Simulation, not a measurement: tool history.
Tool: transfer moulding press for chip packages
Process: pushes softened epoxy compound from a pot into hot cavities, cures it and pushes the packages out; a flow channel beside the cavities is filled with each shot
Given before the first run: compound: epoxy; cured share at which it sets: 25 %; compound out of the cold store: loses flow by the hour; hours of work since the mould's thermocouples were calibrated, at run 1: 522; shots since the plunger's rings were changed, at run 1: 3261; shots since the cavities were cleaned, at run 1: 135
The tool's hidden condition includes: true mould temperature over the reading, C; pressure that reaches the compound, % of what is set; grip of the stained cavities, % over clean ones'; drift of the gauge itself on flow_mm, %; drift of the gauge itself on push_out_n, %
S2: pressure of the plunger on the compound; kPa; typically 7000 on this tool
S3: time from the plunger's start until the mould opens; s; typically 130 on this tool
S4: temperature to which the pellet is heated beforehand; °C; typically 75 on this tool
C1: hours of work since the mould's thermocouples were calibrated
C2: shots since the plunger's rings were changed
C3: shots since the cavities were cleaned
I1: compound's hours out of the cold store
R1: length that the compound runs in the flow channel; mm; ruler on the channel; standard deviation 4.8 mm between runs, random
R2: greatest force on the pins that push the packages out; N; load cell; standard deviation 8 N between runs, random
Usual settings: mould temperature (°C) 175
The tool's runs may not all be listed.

Run 1, hour 0.0: usual settings; C1 522; C2 3261; C3 135; I1 40.0. Result: R1 525 mm, R2 382 N.
Run 2, hour 35.3: usual settings but S4 70 °C; C1 539; C2 3513; C3 387; I1 15.3. Result: R1 598 mm, R2 451 N.
At hour 56.6: cavities cleaned with cleaning compound and waxed.
Run 3, hour 61.3: usual settings but S4 70 °C; C1 551; C2 3688; C3 33; I1 45.8. Result: R1 510 mm, R2 350 N.
Run 4, hour 92.0: usual settings but S4 70 °C; C1 566; C2 3908; C3 253; I1 21.0. Result: R1 573 mm, R2 415 N.
Run 5, hour 120.6: usual settings but S2 5430 kPa, S4 70 °C; C1 580; C2 4112; C3 457; I1 26.2. Result: R1 488 mm, R2 456 N.
At hour 132.3: cavities cleaned with cleaning compound and waxed.
Run 6, hour 158.0: usual settings but mould temperature (°C) 168, S2 5430 kPa, S4 70 °C; C1 597; C2 4368; C3 183; I1 28.3. Result: R1 499 mm, R2 528 N.
Run 7, hour 186.3: usual settings but S2 6510 kPa; C1 611; C2 4570; C3 385; I1 37.8. Result: R1 501 mm, R2 433 N.
At hour 207.0: cavities cleaned with cleaning compound and waxed.
Run 8, hour 218.8: usual settings but S2 5520 kPa; C1 626; C2 4791; C3 84; I1 20.0. Result: R1 506 mm, R2 365 N.
Run 9, hour 250.7: usual settings but mould temperature (°C) 170, S2 7940 kPa, S3 131 s, S4 72 °C; C1 641; C2 5019; C3 312; I1 22.5. Result: R1 606 mm, R2 533 N.
At hour 282.2: cavities cleaned with cleaning compound and waxed.
Run 10, hour 283.7: usual settings but mould temperature (°C) 181, S2 8520 kPa; C1 657; C2 5245; C3 11; I1 24.5. Result: R1 589 mm, R2 326 N.
At hour 298.7: plunger's sealing rings changed.
Run 11, hour 301.9: usual settings but mould temperature (°C) 167, S2 6810 kPa, S3 113 s, S4 68 °C; C1 664; C2 23; C3 123; I1 25.9. Result: R1 630 mm, R2 744 N.
Run 12, hour 320.4: usual settings but mould temperature (°C) 174; C1 673; C2 154; C3 254; I1 30.2. Result: R1 596 mm, R2 420 N.
Run 13, hour 356.1: usual settings but mould temperature (°C) 174; C1 691; C2 409; C3 509; I1 23.0. Result: R1 616 mm, R2 473 N.
At hour 360.1: cavities cleaned with cleaning compound and waxed.
Run 14, hour 389.1: usual settings but mould temperature (°C) 171, S3 162 s; C1 706; C2 635; C3 208; I1 34.8. Result: R1 576 mm, R2 386 N.
Run 15, hour 418.5: usual settings but S3 131 s, S4 67 °C; C1 720; C2 844; C3 417; I1 30.2. Result: R1 577 mm, R2 448 N.
At hour 436.8: cavities cleaned with cleaning compound and waxed.
Run 16, hour 437.1: usual settings but S3 131 s, S4 67 °C; C1 728; C2 967; C3 3; I1 28.4. Result: R1 584 mm, R2 371 N.

Below are 3 alternative next runs, each starting from the tool's condition after run 16. Predict each:
Run A, hour 463.9: usual settings but S2 5220 kPa, S3 156 s, S4 82 °C; C1 741; C2 1158; C3 194; I1 46.6. Result: R1 ?, R2 ?.
Run B, hour 463.9: usual settings but S2 5210 kPa, S3 150 s, S4 80 °C; C1 741; C2 1158; C3 194; I1 36.4. Result: R1 ?, R2 ?.
Run C, hour 463.9: usual settings but S2 6910 kPa, S3 131 s, S4 67 °C; C1 741; C2 1158; C3 194; I1 10.7. Result: R1 ?, R2 ?.

run   R1   R2
  A  462  388
  B  479  362
  C  642  408
With the hidden condition removed and each run's random variation left untouched, the same runs would have given:
run   R1   R2
  A  469  333
  B  486  310
  C  652  341

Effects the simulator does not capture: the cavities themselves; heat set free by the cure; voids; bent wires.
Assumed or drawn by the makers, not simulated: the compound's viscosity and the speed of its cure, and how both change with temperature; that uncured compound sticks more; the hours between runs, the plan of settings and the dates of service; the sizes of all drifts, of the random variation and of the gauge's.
